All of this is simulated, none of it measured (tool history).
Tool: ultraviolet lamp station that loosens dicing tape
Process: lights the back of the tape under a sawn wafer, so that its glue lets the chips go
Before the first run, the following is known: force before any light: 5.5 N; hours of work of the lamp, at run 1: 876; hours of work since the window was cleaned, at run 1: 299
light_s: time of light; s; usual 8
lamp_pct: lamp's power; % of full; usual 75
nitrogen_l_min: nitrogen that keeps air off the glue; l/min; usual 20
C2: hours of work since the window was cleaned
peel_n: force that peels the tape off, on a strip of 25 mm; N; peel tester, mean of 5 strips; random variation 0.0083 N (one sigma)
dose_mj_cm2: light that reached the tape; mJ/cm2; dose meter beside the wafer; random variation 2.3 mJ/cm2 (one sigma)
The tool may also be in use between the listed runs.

Run 1, hour 0: usual settings; hours of work of the lamp 876; C2 299. Result: peel_n 0.525 N, dose_mj_cm2 156 mJ/cm2.
Run 2, hour 32: usual settings; hours of work of the lamp 894; C2 317. Result: peel_n 0.512 N, dose_mj_cm2 153 mJ/cm2.
Run 3, hour 77.2: usual settings; hours of work of the lamp 919; C2 342. Result: peel_n 0.548 N, dose_mj_cm2 149 mJ/cm2.
At hour 83.3: window cleaned of glue's vapour.
Run 4, hour 113.5: usual settings; hours of work of the lamp 939; C2 17. Result: peel_n 0.686 N, dose_mj_cm2 130 mJ/cm2.
Run 5, hour 149.8: usual settings; hours of work of the lamp 959; C2 37. Result: peel_n 0.721 N, dose_mj_cm2 127 mJ/cm2.
Run 6, hour 197.8: usual settings; hours of work of the lamp 986; C2 64. Result: peel_n 0.756 N, dose_mj_cm2 128 mJ/cm2.
At hour 226.2: window cleaned of glue's vapour, once more.
Run 7, hour 226.2: usual settings; hours of work of the lamp 1002; C2 0. Result: peel_n 0.442 N, dose_mj_cm2 176 mJ/cm2.
Run 8, hour 256.5: usual settings; hours of work of the lamp 1019; C2 17. Result: peel_n 0.435 N, dose_mj_cm2 173 mJ/cm2.
Run 9, hour 286.8: usual settings but light_s 11 s; hours of work of the lamp 1036; C2 34. Result: peel_n 0.29 N, dose_mj_cm2 239 mJ/cm2.
Run 10, hour 328.1: usual settings but light_s 5 s; hours of work of the lamp 1059; C2 57. Result: peel_n 1.009 N, dose_mj_cm2 109 mJ/cm2.
Run 11, hour 376.5: usual settings but light_s 10 s; hours of work of the lamp 1086; C2 84. Result: peel_n 0.337 N, dose_mj_cm2 201 mJ/cm2.
Run 12, hour 424.2: usual settings but light_s 10 s; hours of work of the lamp 1112; C2 110. Result: peel_n 0.346 N, dose_mj_cm2 202 mJ/cm2.
Run 13, hour 455.8: usual settings but light_s 6 s; hours of work of the lamp 1130; C2 128. Result: peel_n 0.827 N, dose_mj_cm2 119 mJ/cm2.
Run 14, hour 498.9: usual settings but nitrogen_l_min 33 l/min; hours of work of the lamp 1154; C2 152. Result: peel_n 0.414 N, dose_mj_cm2 158 mJ/cm2.
Run 15, hour 529.8: usual settings but nitrogen_l_min 33 l/min; hours of work of the lamp 1171; C2 169. Result: peel_n 0.386 N, dose_mj_cm2 155 mJ/cm2.
Run 16, hour 575.3: usual settings but nitrogen_l_min 33 l/min; hours of work of the lamp 1196; C2 195. Result: peel_n 0.421 N, dose_mj_cm2 150 mJ/cm2.
Run 17, hour 599.9: usual settings but light_s 12 s, nitrogen_l_min 33 l/min; hours of work of the lamp 1210; C2 208. Result: peel_n 0.249 N, dose_mj_cm2 222 mJ/cm2.
Run 18, hour 648.8: usual settings but lamp_pct 91 % of full; hours of work of the lamp 1237; C2 236. Result: peel_n 0.41 N, dose_mj_cm2 176 mJ/cm2.
Run 19, hour 673.6: usual settings but lamp_pct 91 % of full; hours of work of the lamp 1251; C2 249. Result: peel_n 0.425 N, dose_mj_cm2 176 mJ/cm2.
Run 20, hour 700: usual settings but lamp_pct 91 % of full, nitrogen_l_min 12 l/min; hours of work of the lamp 1266; C2 264. Result: peel_n 0.599 N, dose_mj_cm2 171 mJ/cm2.
Run 21, hour 731.5: usual settings; hours of work of the lamp 1283; C2 282. Result: peel_n 0.619 N, dose_mj_cm2 139 mJ/cm2.
Run 22, hour 762.2: usual settings; hours of work of the lamp 1301; C2 299. Result: peel_n 0.614 N, dose_mj_cm2 138 mJ/cm2.
Run 23, hour 785.8: usual settings but light_s 4 s, lamp_pct 84 % of full; hours of work of the lamp 1314; C2 312. Result: peel_n 1.517 N, dose_mj_cm2 77 mJ/cm2.
Run 24, hour 829.2: usual settings but lamp_pct 85 % of full, nitrogen_l_min 26 l/min; hours of work of the lamp 1338; C2 336. Result: peel_n 0.438 N, dose_mj_cm2 153 mJ/cm2.
At hour 846.2: window cleaned of glue's vapour.
Run 25, hour 850.3: usual settings but lamp_pct 85 % of full, nitrogen_l_min 26 l/min; hours of work of the lamp 1349; C2 2. Result: peel_n 0.337 N, dose_mj_cm2 187 mJ/cm2.
Run 26, hour 882.4: usual settings but lamp_pct 85 % of full, nitrogen_l_min 26 l/min; hours of work of the lamp 1367; C2 20. Result: peel_n 0.346 N, dose_mj_cm2 181 mJ/cm2.
Run 27, hour 922.7: usual settings but light_s 6 s, lamp_pct 85 % of full, nitrogen_l_min 18 l/min; hours of work of the lamp 1390; C2 43. Result: peel_n 0.713 N, dose_mj_cm2 134 mJ/cm2.
Run 28, hour 964.1: usual settings but light_s 6 s, lamp_pct 85 % of full, nitrogen_l_min 9 l/min; hours of work of the lamp 1413; C2 66. Result: peel_n 1.149 N, dose_mj_cm2 133 mJ/cm2.
Run 29, hour 1012.4: usual settings but nitrogen_l_min 26 l/min; hours of work of the lamp 1440; C2 93. Result: peel_n 0.446 N, dose_mj_cm2 151 mJ/cm2.
Run 30, hour 1033.8: usual settings but light_s 6 s, nitrogen_l_min 15 l/min; hours of work of the lamp 1452; C2 105. Result: peel_n 1.003 N, dose_mj_cm2 115 mJ/cm2.
Run 31, hour 1071.8: usual settings but lamp_pct 62 % of full; hours of work of the lamp 1473; C2 126. Result: peel_n 0.748 N, dose_mj_cm2 121 mJ/cm2.
Run 32, hour 1118.2: usual settings but light_s 11 s, lamp_pct 67 % of full; hours of work of the lamp 1499; C2 152. Result: peel_n 0.44 N, dose_mj_cm2 178 mJ/cm2.
Run 33, hour 1149.4: usual settings but light_s 11 s, lamp_pct 73 % of full; hours of work of the lamp 1516; C2 169. Result: peel_n 0.376 N, dose_mj_cm2 193 mJ/cm2.
Run 34, hour 1188.5: usual settings but light_s 11 s, lamp_pct 71 % of full; hours of work of the lamp 1538; C2 191. Result: peel_n 0.405 N, dose_mj_cm2 184 mJ/cm2.
Run 35, hour 1234.3: usual settings but lamp_pct 95 % of full, nitrogen_l_min 11 l/min; hours of work of the lamp 1563; C2 216. Result: peel_n 0.622 N, dose_mj_cm2 176 mJ/cm2.
Run 36, hour 1264.9: usual settings but lamp_pct 95 % of full, nitrogen_l_min 11 l/min; hours of work of the lamp 1580; C2 233. Result: peel_n 0.668 N, dose_mj_cm2 172 mJ/cm2.
Run 37, hour 1311.6: usual settings but light_s 7 s, lamp_pct 95 % of full, nitrogen_l_min 22 l/min; hours of work of the lamp 1606; C2 259. Result: peel_n 0.541 N, dose_mj_cm2 146 mJ/cm2.
Run 38, hour 1347.7: usual settings but light_s 7 s, lamp_pct 95 % of full, nitrogen_l_min 22 l/min; hours of work of the lamp 1627; C2 280. Result: peel_n 0.562 N, dose_mj_cm2 150 mJ/cm2.
Run 39, hour 1382.5: usual settings but light_s 6 s, lamp_pct 74 % of full, nitrogen_l_min 36 l/min; hours of work of the lamp 1646; C2 299. Result: peel_n 0.853 N, dose_mj_cm2 96 mJ/cm2.
Run 40, hour 1417.9: usual settings but light_s 6 s, lamp_pct 74 % of full, nitrogen_l_min 36 l/min; hours of work of the lamp 1666; C2 319. Result: peel_n 0.896 N, dose_mj_cm2 94 mJ/cm2.
At hour 1465.9: window cleaned of glue's vapour.
Run 41, hour 1465.9: usual settings but lamp_pct 67 % of full; hours of work of the lamp 1692; C2 0. Result: peel_n 0.668 N, dose_mj_cm2 128 mJ/cm2.
Run 42, hour 1492: usual settings but light_s 10 s, lamp_pct 85 % of full, nitrogen_l_min 29 l/min; hours of work of the lamp 1707; C2 15. Result: peel_n 0.268 N, dose_mj_cm2 210 mJ/cm2.
Run 43, hour 1541.7: usual settings but lamp_pct 73 % of full, nitrogen_l_min 24 l/min; hours of work of the lamp 1734; C2 42. Result: peel_n 0.55 N, dose_mj_cm2 139 mJ/cm2.

Some steps in peel_n between neighbouring runs. How much of each would the tool show without its hidden state too (settings, what came in, random variation), and how much is left for the hidden state, with any gauge scatter that isn't in both results?
The hidden state here: lamp's light, % of a new lamp's; light that the window lets through, % of a clean one's; drift of the gauge itself on peel_n, %; drift of the gauge itself on dose_mj_cm2, %.
Run 6 -> 7: window cleaned of glue's vapour, once more. peel_n -0.314 N: hidden state -0.313, all else -0.001.
Run 9 -> 10: light_s 11 -> 5. peel_n +0.719 N: hidden state +0.246, all else +0.473.
Run 22 -> 23: light_s 8 -> 4, lamp_pct 75 -> 84. peel_n +0.903 N: hidden state +0.366, all else +0.537.
Run 23 -> 24: light_s 4 -> 8, lamp_pct 84 -> 85, nitrogen_l_min 20 -> 26. peel_n -1.079 N: hidden state -0.464, all else -0.615.
